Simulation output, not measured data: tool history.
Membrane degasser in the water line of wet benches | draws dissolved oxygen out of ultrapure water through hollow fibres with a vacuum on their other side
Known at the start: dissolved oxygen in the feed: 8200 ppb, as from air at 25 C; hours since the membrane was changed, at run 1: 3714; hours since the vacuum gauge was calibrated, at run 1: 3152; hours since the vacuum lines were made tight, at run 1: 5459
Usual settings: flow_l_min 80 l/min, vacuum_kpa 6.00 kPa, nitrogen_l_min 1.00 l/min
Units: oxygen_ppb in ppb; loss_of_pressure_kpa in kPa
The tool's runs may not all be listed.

run    hour  flow_l_min  vacuum_kpa  nitrogen_l_min  hours since the membrane was changed  hours since the vacuum gauge was calibrated  hours since the vacuum lines were made tight  oxygen_ppb  loss_of_pressure_kpa
  1     0.0          80        6.00            1.00                                  3714                                         3152                                          5459       367.0                 30.07
  2   166.4          80        6.00            1.00                                  3881                                         3318                                          5625       366.5                 30.08
      223.0  -- seals of the vacuum lines changed
  3   341.5          80        6.00            1.00                                  4054                                         3491                                           118       368.8                 29.93
  4   493.1          80        6.00            1.00                                  4206                                         3643                                           270       368.6                 29.91
  5   668.7          80        6.00            1.00                                  4381                                         3819                                           446       366.2                 29.88
  6   783.2          69        6.00            1.00                                  4496                                         3933                                           560       332.7                 25.81
  7   927.0          69        6.00            1.00                                  4639                                         4077                                           704       335.5                 25.79
  8  1038.3          69        6.00            1.00                                  4751                                         4188                                           815       334.8                 25.55
  9  1150.5          69        6.00            1.00                                  4863                                         4300                                           927       332.8                 25.80
 10  1326.7          80        6.00            1.42                                  5039                                         4477                                          1104       290.4                 29.79
 11  1407.4          80        6.00            1.42                                  5120                                         4557                                          1184       291.1                 29.96
 12  1565.0          80        6.00            1.42                                  5278                                         4715                                          1342       290.8                 30.08
 13  1646.5          80        6.00            1.42                                  5359                                         4796                                          1423       292.9                 29.91
 14  1723.3          80        6.00            1.42                                  5436                                         4873                                          1500       291.2                 29.99
 15  1810.2          80        6.00            1.00                                  5523                                         4960                                          1587       369.5                 29.98
 16  1888.5          83        6.00            1.00                                  5601                                         5038                                          1665       378.3                 31.04
 17  2042.5          83        6.00            1.00                                  5755                                         5192                                          1819       384.2                 31.15
 18  2210.8          80       12.40            1.00                                  5923                                         5361                                          1988      1129.2                 29.67
 19  2293.2          82       13.28            0.90                                  6006                                         5443                                          2070      1337.7                 30.51
 20  2382.9          76        5.16            0.81                                  6095                                         5533                                          2160       290.6                 28.26
 21  2559.6          98        3.63            0.45                                  6272                                         5710                                          2337       108.6                 36.42
 22  2719.6         111        6.00            1.00                                  6432                                         5869                                          2497       463.5                 41.89
 23  2808.3         111        8.40            0.44                                  6521                                         5958                                          2585      1229.6                 41.37
 24  2940.6          76        8.40            0.50                                  6653                                         6090                                          2718       969.8                 28.46
 25  3098.4          76        8.40            0.50                                  6811                                         6248                                          2875       977.3                 28.57
 26  3217.0          76        8.40            0.50                                  6929                                         6367                                          2994       973.0                 28.76
     3271.6  -- vacuum gauge calibrated
 27  3402.5          76        8.40            0.50                                  7114                                          131                                          3179       972.2                 28.18
 28  3571.2          76        8.40            0.50                                  7283                                          300                                          3348       978.3                 28.69
     3636.4  -- gauge calibrated
 29  3727.3         101        6.98            0.85                                  7439                                          456                                          3504       625.9                 37.52
 30  3891.0         116        4.15            2.77                                  7603                                          619                                          3667        91.7                 43.58
 31  3971.4         115        4.15            2.77                                  7683                                          700                                          3748        90.9                 42.90
 32  4047.4         119        7.52            0.91                                  7759                                          776                                          3824       755.1                 44.47

4 ways to go on from here, each from the tool as it stands after run 32. What would each give?
  A  4156.9         119        7.62            0.55                                  7869                                          885                                          3933           ?                     ?
  B  4156.9         119       14.27            0.91                                  7869                                          885                                          3933           ?                     ?
  C  4156.9          70        6.00            1.00                                  7869                                          885                                          3933           ?                     ?
  D  4156.9          99        6.00            0.85                                  7869                                          885                                          3933           ?                     ?

run  oxygen_ppb  loss_of_pressure_kpa
  A       982.4                 44.56
  B      1747.3                 44.75
  C       334.7                 26.08
  D       464.9                 37.31
Without the tool's hidden state the same runs would have given:
run  oxygen_ppb  loss_of_pressure_kpa
  A       979.0                 44.53
  B      1741.0                 44.72
  C       333.5                 26.07
  D       463.3                 37.29
